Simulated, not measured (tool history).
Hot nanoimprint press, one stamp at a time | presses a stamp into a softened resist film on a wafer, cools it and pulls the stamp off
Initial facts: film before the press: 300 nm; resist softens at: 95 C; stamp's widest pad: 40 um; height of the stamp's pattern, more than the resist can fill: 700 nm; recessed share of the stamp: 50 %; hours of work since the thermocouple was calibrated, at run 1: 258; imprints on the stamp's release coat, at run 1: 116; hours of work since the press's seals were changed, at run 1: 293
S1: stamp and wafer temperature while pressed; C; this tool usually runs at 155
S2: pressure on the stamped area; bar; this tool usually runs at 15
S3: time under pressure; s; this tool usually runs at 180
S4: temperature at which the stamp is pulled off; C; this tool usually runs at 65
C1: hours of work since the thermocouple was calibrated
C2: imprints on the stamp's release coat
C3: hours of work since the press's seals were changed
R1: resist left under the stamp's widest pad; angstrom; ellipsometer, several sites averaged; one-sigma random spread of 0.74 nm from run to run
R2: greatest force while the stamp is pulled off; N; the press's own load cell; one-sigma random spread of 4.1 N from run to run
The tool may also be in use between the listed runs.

Run 1, day 0: usual settings; C1 258; C2 116; C3 293. Result: R1 1443 angstrom, R2 195 N.
Run 2, day 0.604: usual settings but S4 69 C; C1 265; C2 162; C3 299. Result: R1 1444 angstrom, R2 181 N.
Run 3, day 1.05: usual settings but S4 58 C; C1 269; C2 196; C3 303. Result: R1 1441 angstrom, R2 232 N.
Run 4, day 1.971: usual settings but S3 102 s; C1 279; C2 265; C3 313. Result: R1 1713 angstrom, R2 207 N.
Run 5, day 2.446: usual settings; C1 284; C2 301; C3 318. Result: R1 1421 angstrom, R2 208 N.
Run 6, day 3.4: usual settings but S2 19.1 bar; C1 293; C2 374; C3 328. Result: R1 1245 angstrom, R2 208 N.
Run 7, day 4.021: usual settings but S2 19.1 bar; C1 300; C2 420; C3 334. Result: R1 1250 angstrom, R2 208 N.
Run 8, day 4.912: usual settings but S2 19.1 bar; C1 309; C2 488; C3 343. Result: R1 1259 angstrom, R2 205 N.
Run 9, day 5.612: usual settings but S2 19.1 bar; C1 316; C2 541; C3 350. Result: R1 1243 angstrom, R2 212 N.
Run 10, day 6.058: usual settings but S2 19.1 bar; C1 321; C2 575; C3 355. Result: R1 1243 angstrom, R2 210 N.
Run 11, day 6.825: usual settings but S2 19.1 bar; C1 328; C2 632; C3 363. Result: R1 1246 angstrom, R2 219 N.
Run 12, day 7.321: usual settings but S2 19.1 bar; C1 334; C2 670; C3 368. Result: R1 1246 angstrom, R2 221 N.
At day 7.517: plate thermocouple calibrated.
Run 13, day 8.142: usual settings but S3 128 s, S4 71 C; C1 6; C2 723; C3 375. Result: R1 1516 angstrom, R2 190 N.
Run 14, day 8.975: usual settings but S2 23.8 bar, S4 71 C; C1 15; C2 786; C3 384. Result: R1 1041 angstrom, R2 187 N.
Run 15, day 9.954: usual settings but S2 20.5 bar, S4 62 C; C1 25; C2 860; C3 394. Result: R1 1128 angstrom, R2 234 N.
Run 16, day 10.458: usual settings but S1 147 C, S2 11.8 bar, S3 162 s, S4 52 C; C1 30; C2 898; C3 399. Result: R1 2164 angstrom, R2 282 N.
Run 17, day 11.05: usual settings but S1 147 C, S2 11.8 bar, S3 319 s, S4 72 C; C1 36; C2 943; C3 405. Result: R1 1848 angstrom, R2 181 N.
Run 18, day 11.971: usual settings but S1 146 C, S2 11.8 bar, S3 319 s, S4 72 C; C1 46; C2 1013; C3 414. Result: R1 1906 angstrom, R2 202 N.
At day 12.154: plate thermocouple calibrated, once more.
Run 19, day 12.792: usual settings but S1 146 C, S2 11.8 bar, S3 319 s, S4 72 C; C1 7; C2 1065; C3 422. Result: R1 2127 angstrom, R2 204 N.
Run 20, day 13.25: usual settings but S1 146 C, S2 11.8 bar, S3 319 s, S4 72 C; C1 11; C2 1100; C3 426. Result: R1 2139 angstrom, R2 205 N.

Measured less the same run without the tool's hidden state. The same run-to-run variation is in both; the gauge's scatter may not be:
What the log doesn't record here: true temperature over the reading, C; pressure that arrives at the usual setting, %; grip of the stamp's worn release coat, % over a new coat's; drift of the gauge itself on residual_nm, %; drift of the gauge itself on pull_off_n, %.
run    R1   R2
  1   -66   -1
  2   -68   +0
  3   -70   +3
  4   -76   +5
  5   -72   +5
  6   -66   +8
  7   -67   +9
  8   -70  +11
  9   -72  +13
 10   -72  +14
 11   -74  +16
 12   -75  +17
 13  -158  +12
 14  -117  +13
 15  -130  +21
 16  -174  +29
 17  -198  +16
 18  -201  +20
 19    +5  +33
 20    +4  +34
